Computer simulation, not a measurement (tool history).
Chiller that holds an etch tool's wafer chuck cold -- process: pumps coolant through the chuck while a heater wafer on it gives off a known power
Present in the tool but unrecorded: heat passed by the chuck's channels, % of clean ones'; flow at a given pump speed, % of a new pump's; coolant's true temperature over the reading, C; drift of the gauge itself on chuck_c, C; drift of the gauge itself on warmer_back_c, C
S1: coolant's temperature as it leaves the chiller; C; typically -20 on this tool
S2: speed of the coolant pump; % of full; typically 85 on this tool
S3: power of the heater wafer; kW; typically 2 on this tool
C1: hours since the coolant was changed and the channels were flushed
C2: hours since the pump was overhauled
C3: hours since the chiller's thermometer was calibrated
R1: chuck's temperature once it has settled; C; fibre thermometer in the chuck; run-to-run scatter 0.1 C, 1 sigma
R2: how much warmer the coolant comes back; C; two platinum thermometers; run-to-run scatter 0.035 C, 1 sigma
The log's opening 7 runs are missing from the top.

run,day,S1,S2,S3,C1,C2,C3,R1,R2
8,27.675,-20,85,2.692,156,3839,4379,0.2,8.4
# day 28.454: chiller's thermometer calibrated
9,31.921,-20,85,2.806,257,3940,83,0.8,8.75
10,35.733,-20,85,2.806,349,4032,175,0.9,8.82
11,39.375,-21,85,2,436,4119,262,-6,6.25
12,44.662,-21,85,2,563,4246,389,-6.3,6.27
13,49.921,-21,85,2,689,4372,515,-6.2,6.29
14,53.492,-20,85,2,775,4458,601,-5.1,6.35
15,56.167,-20,85,2,839,4522,665,-5.1,6.32
16,61.142,-20,85,2,958,4642,784,-5.1,6.37
17,63.692,-15,94,2.09,1020,4703,846,-0.4,5.93
18,66.142,-29,62,2.48,1078,4762,904,-5.7,11.24
19,71.571,-17,85,1.125,1209,4892,1035,-8.5,3.63
20,76.546,-17,85,1.125,1328,5011,1154,-8.7,3.7
21,81.112,-17,61,1.514,1438,5121,1264,-2.3,7.01
22,83.646,-27,73,2.175,1499,5182,1325,-8.7,8.26
23,88.446,-24,85,1.354,1614,5297,1440,-14,4.42
24,93.254,-24,85,1.354,1729,5412,1555,-13.8,4.41
25,95.883,-14,67,1.143,1792,5475,1618,-3.7,4.86
26,98.462,-25,85,2.342,1854,5537,1680,-7.5,7.52
27,101.208,-25,71,2.342,1920,5603,1746,-5,9.19
28,103.971,-11,80,2.342,1986,5669,1812,7.3,7.95
29,106.7,-11,98,1.661,2052,5735,1878,0.2,4.61
30,109.575,-11,98,1.661,2121,5804,1947,0.2,4.58
31,113.117,-19,85,2,2206,5889,2032,-4.3,6.47

5 options for the next run, each taken on its own from the tool as it stands now. Forecast them:
A,118.283,-20,85,2,2330,6013,2156,?,?
B,118.283,-18,61,2.534,2330,6013,2156,?,?
C,118.283,-23,85,2.919,2330,6013,2156,?,?
D,118.283,-19,88,1.068,2330,6013,2156,?,?
E,118.283,-19,95,2,2330,6013,2156,?,?

run,R1,R2
A,-5.1,6.4
B,6,11.72
C,-1.3,9.39
D,-11,3.43
E,-5.2,5.8
Without the tool's hidden state the same runs would have given:
run,R1,R2
A,-5.1,6.13
B,6,11.44
C,-1.4,9.12
D,-11.1,3.17
E,-5.2,5.53
